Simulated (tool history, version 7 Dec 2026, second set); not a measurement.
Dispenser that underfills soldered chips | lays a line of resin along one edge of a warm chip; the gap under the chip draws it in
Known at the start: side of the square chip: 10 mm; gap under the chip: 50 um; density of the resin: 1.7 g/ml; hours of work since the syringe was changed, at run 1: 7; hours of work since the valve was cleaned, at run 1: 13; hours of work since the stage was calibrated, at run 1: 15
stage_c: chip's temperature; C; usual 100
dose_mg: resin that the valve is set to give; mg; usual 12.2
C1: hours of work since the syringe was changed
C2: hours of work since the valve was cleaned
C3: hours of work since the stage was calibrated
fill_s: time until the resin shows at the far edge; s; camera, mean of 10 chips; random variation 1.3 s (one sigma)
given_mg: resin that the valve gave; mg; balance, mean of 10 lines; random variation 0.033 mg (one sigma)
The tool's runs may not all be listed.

{"run": 1, "day": 0.0, "stage_c": 100, "dose_mg": 12.2, "C1": 7, "C2": 13, "C3": 15, "fill_s": 165.8, "given_mg": 12.11}
{"day": 0.154, "done": "new syringe of resin"}
{"run": 2, "day": 0.467, "stage_c": 96, "dose_mg": 12.2, "C1": 5, "C2": 21, "C3": 23, "fill_s": 195.0, "given_mg": 12.06}
{"day": 0.675, "done": "new syringe of resin"}
{"run": 3, "day": 0.804, "stage_c": 100, "dose_mg": 11.9, "C1": 2, "C2": 26, "C3": 28, "fill_s": 140.3, "given_mg": 11.72}
{"day": 1.246, "done": "new syringe of resin"}
{"run": 4, "day": 1.5, "stage_c": 90, "dose_mg": 12.2, "C1": 4, "C2": 38, "C3": 40, "fill_s": 243.5, "given_mg": 12.01}
{"day": 1.788, "done": "new syringe of resin"}
{"day": 2.179, "done": "dispensing valve cleaned and set on the balance"}
{"run": 5, "day": 2.179, "stage_c": 100, "dose_mg": 11.3, "C1": 6, "C2": 0, "C3": 51, "fill_s": 170.0, "given_mg": 11.27}
{"day": 2.375, "done": "new syringe of resin"}
{"run": 6, "day": 2.642, "stage_c": 100, "dose_mg": 11.8, "C1": 5, "C2": 8, "C3": 58, "fill_s": 156.4, "given_mg": 11.8}
{"day": 2.9, "done": "new syringe of resin"}
{"run": 7, "day": 3.071, "stage_c": 100, "dose_mg": 11.8, "C1": 3, "C2": 15, "C3": 66, "fill_s": 149.8, "given_mg": 11.75}
{"day": 3.458, "done": "new syringe of resin"}
{"run": 8, "day": 3.754, "stage_c": 100, "dose_mg": 11.8, "C1": 5, "C2": 26, "C3": 77, "fill_s": 165.6, "given_mg": 11.67}
{"day": 4.012, "done": "new syringe of resin"}
{"run": 9, "day": 4.383, "stage_c": 100, "dose_mg": 12.4, "C1": 6, "C2": 37, "C3": 88, "fill_s": 170.5, "given_mg": 12.28}
{"day": 4.538, "done": "new syringe of resin"}
{"run": 10, "day": 4.992, "stage_c": 100, "dose_mg": 12.4, "C1": 8, "C2": 47, "C3": 98, "fill_s": 180.5, "given_mg": 12.16}
{"day": 5.083, "done": "new syringe of resin"}
{"day": 5.179, "done": "dispensing valve cleaned and set on the balance"}
{"run": 11, "day": 5.604, "stage_c": 100, "dose_mg": 12.2, "C1": 8, "C2": 7, "C3": 107, "fill_s": 185.9, "given_mg": 12.18}
{"day": 5.658, "done": "new syringe of resin"}
{"run": 12, "day": 6.142, "stage_c": 100, "dose_mg": 12.5, "C1": 8, "C2": 16, "C3": 116, "fill_s": 191.3, "given_mg": 12.43}
{"day": 6.2, "done": "new syringe of resin"}
{"run": 13, "day": 6.646, "stage_c": 95, "dose_mg": 11.9, "C1": 8, "C2": 25, "C3": 125, "fill_s": 233.0, "given_mg": 11.79}
{"day": 6.729, "done": "new syringe of resin"}
{"day": 7.25, "done": "new syringe of resin"}
{"run": 14, "day": 7.258, "stage_c": 113, "dose_mg": 11.9, "C1": 0, "C2": 35, "C3": 135, "fill_s": 80.1, "given_mg": 11.7}
{"run": 15, "day": 7.733, "stage_c": 92, "dose_mg": 11.9, "C1": 8, "C2": 43, "C3": 143, "fill_s": 278.8, "given_mg": 11.7}
{"day": 7.8, "done": "new syringe of resin"}
{"day": 8.133, "done": "dispensing valve cleaned and set on the balance"}
{"day": 8.371, "done": "new syringe of resin"}
{"run": 16, "day": 8.433, "stage_c": 86, "dose_mg": 15.3, "C1": 1, "C2": 5, "C3": 154, "fill_s": 264.8, "given_mg": 15.19}
{"day": 8.925, "done": "new syringe of resin"}
{"run": 17, "day": 8.925, "stage_c": 86, "dose_mg": 15.3, "C1": 0, "C2": 13, "C3": 162, "fill_s": 257.5, "given_mg": 15.18}
{"run": 18, "day": 9.338, "stage_c": 100, "dose_mg": 15.7, "C1": 7, "C2": 20, "C3": 169, "fill_s": 176.4, "given_mg": 15.51}
{"day": 9.488, "done": "new syringe of resin"}
{"run": 19, "day": 9.838, "stage_c": 100, "dose_mg": 15.7, "C1": 6, "C2": 29, "C3": 177, "fill_s": 165.3, "given_mg": 15.43}
{"day": 10.05, "done": "new syringe of resin"}
{"run": 20, "day": 10.142, "stage_c": 100, "dose_mg": 15.7, "C1": 2, "C2": 34, "C3": 182, "fill_s": 141.2, "given_mg": 15.42}
{"day": 10.612, "done": "new syringe of resin"}
{"run": 21, "day": 10.621, "stage_c": 100, "dose_mg": 15.7, "C1": 0, "C2": 41, "C3": 190, "fill_s": 135.5, "given_mg": 15.42}
{"run": 22, "day": 10.938, "stage_c": 92, "dose_mg": 15.6, "C1": 6, "C2": 47, "C3": 196, "fill_s": 241.0, "given_mg": 15.26}
{"day": 11.083, "done": "dispensing valve cleaned and set on the balance"}
{"day": 11.175, "done": "new syringe of resin"}
{"run": 23, "day": 11.421, "stage_c": 92, "dose_mg": 15.6, "C1": 4, "C2": 6, "C3": 203, "fill_s": 229.8, "given_mg": 15.6}
{"day": 11.704, "done": "new syringe of resin"}
{"run": 24, "day": 11.821, "stage_c": 87, "dose_mg": 11.3, "C1": 2, "C2": 12, "C3": 209, "fill_s": 280.2, "given_mg": 11.23}

Forecast each of these 5 alternatives for the next run:
{"day": 12.229, "done": "new syringe of resin"}
{"run": "A", "day": 12.229, "stage_c": 112, "dose_mg": 12.2, "C1": 0, "C2": 19, "C3": 216, "fill_s": "?", "given_mg": "?"}
{"day": 12.229, "done": "new syringe of resin"}
{"run": "B", "day": 12.229, "stage_c": 111, "dose_mg": 15.2, "C1": 0, "C2": 19, "C3": 216, "fill_s": "?", "given_mg": "?"}
{"day": 12.229, "done": "new syringe of resin"}
{"run": "C", "day": 12.229, "stage_c": 112, "dose_mg": 11.9, "C1": 0, "C2": 19, "C3": 216, "fill_s": "?", "given_mg": "?"}
{"day": 12.229, "done": "new syringe of resin"}
{"run": "D", "day": 12.229, "stage_c": 104, "dose_mg": 11.4, "C1": 0, "C2": 19, "C3": 216, "fill_s": "?", "given_mg": "?"}
{"day": 12.229, "done": "new syringe of resin"}
{"run": "E", "day": 12.229, "stage_c": 98, "dose_mg": 15.3, "C1": 0, "C2": 19, "C3": 216, "fill_s": "?", "given_mg": "?"}

run=A fill_s=81.7 given_mg=12.14
run=B fill_s=81.4 given_mg=15.13
run=C fill_s=80.5 given_mg=11.89
run=D fill_s=116.9 given_mg=11.34
run=E fill_s=145.5 given_mg=15.26
Without the tool's hidden state the same runs would have given:
run=A fill_s=78.2 given_mg=12.21
run=B fill_s=77.9 given_mg=15.22
run=C fill_s=77.1 given_mg=11.96
run=D fill_s=111.6 given_mg=11.40
run=E fill_s=138.8 given_mg=15.35
